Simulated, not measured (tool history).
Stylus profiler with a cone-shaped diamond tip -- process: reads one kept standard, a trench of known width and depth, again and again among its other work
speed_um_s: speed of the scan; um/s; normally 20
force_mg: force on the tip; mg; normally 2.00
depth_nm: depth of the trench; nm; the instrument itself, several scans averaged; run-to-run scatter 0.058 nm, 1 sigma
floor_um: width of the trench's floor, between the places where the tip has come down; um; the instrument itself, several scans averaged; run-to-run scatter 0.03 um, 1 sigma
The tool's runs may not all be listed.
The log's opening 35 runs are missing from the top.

run	hour	speed_um_s	force_mg	depth_nm	floor_um
36	432.4	46	4.61	100.95	48.65
37	445.4	46	4.61	101.05	48.62
38	461.9	12	4.61	101.04	48.71
39	475.8	12	4.61	100.99	48.72
40	486.8	12	4.61	101.08	48.72
41	496.4	11	0.79	100.37	48.67
42	507.3	11	0.79	100.19	48.66
43	516.7	11	0.79	100.36	48.69
44	526.3	9	1.27	100.45	48.69
45	542.0	9	1.27	100.41	48.70
46	559.8	9	1.27	100.44	48.72

What if the next run were any one of these 5? Each begins from the tool's condition after run 46:
A	575.3	5	1.98	?	?
B	575.3	17	0.90	?	?
C	575.3	25	4.19	?	?
D	575.3	20	1.85	?	?
E	575.3	54	3.59	?	?

run	depth_nm	floor_um
A	100.67	48.72
B	100.29	48.68
C	100.95	48.69
D	100.57	48.61
E	100.91	48.57
Take away the tool's hidden state, keep each run's random variation, and the runs would have read:
run	depth_nm	floor_um
A	100.66	48.73
B	100.28	48.69
C	100.94	48.70
D	100.57	48.62
E	100.91	48.58
